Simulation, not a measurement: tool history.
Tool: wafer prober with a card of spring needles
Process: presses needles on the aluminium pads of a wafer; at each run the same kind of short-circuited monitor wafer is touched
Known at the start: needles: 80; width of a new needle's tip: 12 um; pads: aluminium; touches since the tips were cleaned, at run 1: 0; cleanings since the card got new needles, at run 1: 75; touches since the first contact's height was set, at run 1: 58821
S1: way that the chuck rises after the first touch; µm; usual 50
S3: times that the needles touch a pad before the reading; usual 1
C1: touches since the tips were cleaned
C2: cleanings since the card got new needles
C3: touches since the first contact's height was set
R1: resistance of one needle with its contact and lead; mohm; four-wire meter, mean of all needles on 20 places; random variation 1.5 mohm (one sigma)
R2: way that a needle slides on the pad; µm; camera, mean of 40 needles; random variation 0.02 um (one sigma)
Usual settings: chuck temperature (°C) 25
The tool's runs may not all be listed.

{"run": 1, "hour": 0.0, "S1": 50, "chuck temperature (°C)": 25, "S3": 1, "C1": 0, "C2": 75, "C3": 58821, "R1": 158, "R2": 8.91}
{"hour": 29.2, "done": "tips cleaned on abrasive film"}
{"hour": 58.5, "done": "tips cleaned on abrasive film"}
{"run": 2, "hour": 58.5, "S1": 42, "chuck temperature (°C)": 25, "S3": 1, "C1": 0, "C2": 77, "C3": 71278, "R1": 159, "R2": 7.44}
{"hour": 87.0, "done": "tips cleaned on abrasive film"}
{"run": 3, "hour": 110.6, "S1": 42, "chuck temperature (°C)": 25, "S3": 1, "C1": 5037, "C2": 78, "C3": 82392, "R1": 377, "R2": 7.36}
{"hour": 117.2, "done": "tips cleaned on abrasive film"}
{"hour": 149.4, "done": "tips cleaned on abrasive film"}
{"run": 4, "hour": 174.8, "S1": 50, "chuck temperature (°C)": 25, "S3": 1, "C1": 5445, "C2": 80, "C3": 96078, "R1": 318, "R2": 8.85}
{"hour": 179.9, "done": "tips cleaned on abrasive film"}
{"hour": 208.9, "done": "tips cleaned on abrasive film"}
{"run": 5, "hour": 224.7, "S1": 50, "chuck temperature (°C)": 25, "S3": 1, "C1": 3372, "C2": 82, "C3": 106682, "R1": 289, "R2": 8.86}
{"hour": 238.9, "done": "tips cleaned on abrasive film"}
{"run": 6, "hour": 261.0, "S1": 50, "chuck temperature (°C)": 25, "S3": 3, "C1": 4717, "C2": 83, "C3": 114424, "R1": 205, "R2": 8.78}
{"hour": 268.0, "done": "tips cleaned on abrasive film"}
{"hour": 299.1, "done": "tips cleaned on abrasive film"}
{"run": 7, "hour": 302.9, "S1": 50, "chuck temperature (°C)": 25, "S3": 3, "C1": 800, "C2": 85, "C3": 123335, "R1": 165, "R2": 8.77}
{"hour": 327.1, "done": "tips cleaned on abrasive film"}
{"run": 8, "hour": 352.0, "S1": 50, "chuck temperature (°C)": 25, "S3": 3, "C1": 5303, "C2": 86, "C3": 133803, "R1": 213, "R2": 8.72}
{"hour": 356.1, "done": "tips cleaned on abrasive film"}
{"run": 9, "hour": 383.6, "S1": 50, "chuck temperature (°C)": 25, "S3": 3, "C1": 5889, "C2": 87, "C3": 140551, "R1": 208, "R2": 8.74}
{"hour": 387.3, "done": "tips cleaned on abrasive film"}
{"hour": 416.6, "done": "tips cleaned on abrasive film"}
{"hour": 447.7, "done": "tips cleaned on abrasive film"}
{"run": 10, "hour": 451.5, "S1": 50, "chuck temperature (°C)": 25, "S3": 3, "C1": 797, "C2": 90, "C3": 154983, "R1": 166, "R2": 8.69}
{"hour": 476.9, "done": "tips cleaned on abrasive film"}
{"hour": 505.5, "done": "tips cleaned on abrasive film"}
{"run": 11, "hour": 520.8, "S1": 50, "chuck temperature (°C)": 25, "S3": 1, "C1": 3265, "C2": 92, "C3": 169751, "R1": 277, "R2": 8.72}
{"hour": 535.2, "done": "tips cleaned on abrasive film"}
{"run": 12, "hour": 551.5, "S1": 50, "chuck temperature (°C)": 25, "S3": 1, "C1": 3475, "C2": 93, "C3": 176290, "R1": 294, "R2": 8.62}
{"hour": 565.0, "done": "tips cleaned on abrasive film"}
{"hour": 594.7, "done": "tips cleaned on abrasive film"}
{"run": 13, "hour": 596.4, "S1": 50, "chuck temperature (°C)": 25, "S3": 1, "C1": 378, "C2": 95, "C3": 185861, "R1": 179, "R2": 8.66}
{"hour": 623.8, "done": "tips cleaned on abrasive film"}
{"hour": 651.8, "done": "tips cleaned on abrasive film"}
{"run": 14, "hour": 651.8, "S1": 50, "chuck temperature (°C)": 25, "S3": 1, "C1": 0, "C2": 97, "C3": 197651, "R1": 160, "R2": 8.62}
{"hour": 682.7, "done": "tips cleaned on abrasive film"}
{"hour": 710.8, "done": "tips cleaned on abrasive film"}
{"hour": 714.7, "done": "height of the first contact set anew"}
{"run": 15, "hour": 718.4, "S1": 50, "chuck temperature (°C)": 25, "S3": 1, "C1": 1575, "C2": 99, "C3": 796, "R1": 235, "R2": 9.03}
{"hour": 739.1, "done": "tips cleaned on abrasive film"}
{"hour": 767.7, "done": "tips cleaned on abrasive film"}
{"run": 16, "hour": 780.2, "S1": 50, "chuck temperature (°C)": 25, "S3": 1, "C1": 2662, "C2": 101, "C3": 13943, "R1": 267, "R2": 8.97}
{"hour": 796.8, "done": "tips cleaned on abrasive film"}
{"hour": 825.1, "done": "tips cleaned on abrasive film"}
{"run": 17, "hour": 825.1, "S1": 44, "chuck temperature (°C)": 25, "S3": 1, "C1": 0, "C2": 103, "C3": 23501, "R1": 174, "R2": 7.9}
{"hour": 855.9, "done": "tips cleaned on abrasive film"}
{"run": 18, "hour": 861.1, "S1": 44, "chuck temperature (°C)": 25, "S3": 1, "C1": 1124, "C2": 104, "C3": 31179, "R1": 224, "R2": 7.9}
{"hour": 884.1, "done": "tips cleaned on abrasive film"}
{"run": 19, "hour": 907.8, "S1": 44, "chuck temperature (°C)": 25, "S3": 1, "C1": 5072, "C2": 105, "C3": 41142, "R1": 373, "R2": 7.86}
{"hour": 913.7, "done": "tips cleaned on abrasive film"}
{"hour": 945.3, "done": "tips cleaned on abrasive film"}
{"run": 20, "hour": 954.7, "S1": 44, "chuck temperature (°C)": 44, "S3": 2, "C1": 2013, "C2": 107, "C3": 51118, "R1": 230, "R2": 7.84}
{"hour": 977.7, "done": "tips cleaned on abrasive film"}
{"run": 21, "hour": 991.6, "S1": 63, "chuck temperature (°C)": 48, "S3": 1, "C1": 2972, "C2": 108, "C3": 58987, "R1": 230, "R2": 11.25}
{"hour": 1007.1, "done": "tips cleaned on abrasive film"}
{"run": 22, "hour": 1023.5, "S1": 63, "chuck temperature (°C)": 48, "S3": 1, "C1": 3492, "C2": 109, "C3": 65767, "R1": 247, "R2": 11.21}
{"hour": 1036.0, "done": "tips cleaned on abrasive film"}
{"hour": 1065.6, "done": "tips cleaned on abrasive film"}
{"run": 23, "hour": 1071.0, "S1": 31, "chuck temperature (°C)": 25, "S3": 1, "C1": 1156, "C2": 111, "C3": 75887, "R1": 356, "R2": 5.43}
{"hour": 1096.6, "done": "tips cleaned on abrasive film"}
{"hour": 1126.5, "done": "tips cleaned on abrasive film"}
{"run": 24, "hour": 1131.7, "S1": 31, "chuck temperature (°C)": 25, "S3": 1, "C1": 1123, "C2": 113, "C3": 88819, "R1": 374, "R2": 5.36}
{"hour": 1156.6, "done": "tips cleaned on abrasive film"}
{"hour": 1185.7, "done": "tips cleaned on abrasive film"}
{"run": 25, "hour": 1197.2, "S1": 50, "chuck temperature (°C)": 43, "S3": 2, "C1": 2450, "C2": 115, "C3": 102772, "R1": 220, "R2": 8.79}
{"hour": 1217.5, "done": "tips cleaned on abrasive film"}
{"hour": 1251.1, "done": "tips cleaned on abrasive film"}
{"run": 26, "hour": 1253.1, "S1": 50, "chuck temperature (°C)": 35, "S3": 2, "C1": 423, "C2": 117, "C3": 114675, "R1": 179, "R2": 8.8}
{"hour": 1279.9, "done": "tips cleaned on abrasive film"}
{"run": 27, "hour": 1286.0, "S1": 47, "chuck temperature (°C)": 28, "S3": 1, "C1": 1305, "C2": 118, "C3": 121681, "R1": 235, "R2": 8.24}

3 ways to go on from here, each from the tool as it stands after run 27. What would each give?
{"hour": 1311.9, "done": "tips cleaned on abrasive film"}
{"hour": 1342.8, "done": "tips cleaned on abrasive film"}
{"run": "A", "hour": 1343.9, "S1": 67, "chuck temperature (°C)": 29, "S3": 1, "C1": 229, "C2": 120, "C3": 134008, "R1": "?", "R2": "?"}
{"hour": 1311.9, "done": "tips cleaned on abrasive film"}
{"hour": 1342.8, "done": "tips cleaned on abrasive film"}
{"run": "B", "hour": 1343.9, "S1": 52, "chuck temperature (°C)": 74, "S3": 2, "C1": 229, "C2": 120, "C3": 134008, "R1": "?", "R2": "?"}
{"hour": 1311.9, "done": "tips cleaned on abrasive film"}
{"hour": 1342.8, "done": "tips cleaned on abrasive film"}
{"run": "C", "hour": 1343.9, "S1": 44, "chuck temperature (°C)": 44, "S3": 1, "C1": 229, "C2": 120, "C3": 134008, "R1": "?", "R2": "?"}

run=A R1=157 R2=11.81
run=B R1=171 R2=9.09
run=C R1=198 R2=7.64
Without the tool's hidden state the same runs would have given:
run=A R1=133 R2=12.09
run=B R1=147 R2=9.37
run=C R1=147 R2=7.92

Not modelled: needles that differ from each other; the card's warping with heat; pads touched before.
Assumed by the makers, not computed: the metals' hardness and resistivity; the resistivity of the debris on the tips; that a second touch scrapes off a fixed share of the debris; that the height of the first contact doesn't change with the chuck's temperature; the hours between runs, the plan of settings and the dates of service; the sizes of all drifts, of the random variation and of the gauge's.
